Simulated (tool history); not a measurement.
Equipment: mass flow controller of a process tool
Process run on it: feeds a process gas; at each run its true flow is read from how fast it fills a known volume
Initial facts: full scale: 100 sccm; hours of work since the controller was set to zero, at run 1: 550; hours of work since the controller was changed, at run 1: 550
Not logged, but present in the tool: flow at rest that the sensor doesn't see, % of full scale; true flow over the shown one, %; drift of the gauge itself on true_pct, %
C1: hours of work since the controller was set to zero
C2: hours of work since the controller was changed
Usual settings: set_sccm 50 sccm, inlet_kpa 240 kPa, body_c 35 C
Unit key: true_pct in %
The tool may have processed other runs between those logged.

Run 1, hour 0: usual settings; C1 550; C2 550. Result: true_pct 98.94 %.
Run 2, hour 38.6: usual settings but inlet_kpa 151 kPa; C1 580; C2 580. Result: true_pct 99.04 %.
Run 3, hour 123.9: usual settings; C1 647; C2 647. Result: true_pct 98.86 %.
Run 4, hour 210.9: usual settings; C1 715; C2 715. Result: true_pct 98.87 %.
Run 5, hour 304: usual settings; C1 788; C2 788. Result: true_pct 98.9 %.
Run 6, hour 351.7: usual settings; C1 825; C2 825. Result: true_pct 98.99 %.
Run 7, hour 400.1: usual settings; C1 863; C2 863. Result: true_pct 98.96 %.
Run 8, hour 487: usual settings; C1 931; C2 931. Result: true_pct 98.92 %.
Run 9, hour 570.3: usual settings but inlet_kpa 210 kPa; C1 997; C2 997. Result: true_pct 98.97 %.
Run 10, hour 623.5: usual settings but set_sccm 26 sccm; C1 1038; C2 1038. Result: true_pct 98.21 %.
Run 11, hour 669.4: usual settings but set_sccm 90 sccm; C1 1074; C2 1074. Result: true_pct 100.11 %.
Run 12, hour 718.5: usual settings but body_c 32 C; C1 1113; C2 1113. Result: true_pct 98.81 %.
Run 13, hour 783.7: usual settings but inlet_kpa 157 kPa, body_c 26 C; C1 1164; C2 1164. Result: true_pct 98.77 %.
Run 14, hour 860.8: usual settings but set_sccm 11 sccm, inlet_kpa 170 kPa, body_c 39 C; C1 1224; C2 1224. Result: true_pct 98.16 %.
Run 15, hour 905.9: usual settings but inlet_kpa 207 kPa, body_c 32 C; C1 1259; C2 1259. Result: true_pct 98.89 %.
Run 16, hour 952.9: usual settings but set_sccm 71 sccm, inlet_kpa 140 kPa, body_c 22 C; C1 1296; C2 1296. Result: true_pct 99.25 %.
Run 17, hour 1019.5: usual settings but set_sccm 71 sccm, inlet_kpa 204 kPa, body_c 22 C; C1 1348; C2 1348. Result: true_pct 99.05 %.
Run 18, hour 1088.4: usual settings but set_sccm 71 sccm, inlet_kpa 204 kPa, body_c 22 C; C1 1402; C2 1402. Result: true_pct 99 %.
Run 19, hour 1168.7: usual settings but set_sccm 71 sccm, inlet_kpa 204 kPa, body_c 22 C; C1 1465; C2 1465. Result: true_pct 99.12 %.

What will run 20 give?
Run 20, hour 1229.3: usual settings but set_sccm 71 sccm, inlet_kpa 204 kPa, body_c 20 C; C1 1513; C2 1513. Result: true_pct ?.

Run 20 yielded true_pct 98.96 %.
The same run, on a tool lacking any hidden state, would have yielded true_pct 98.96 %.
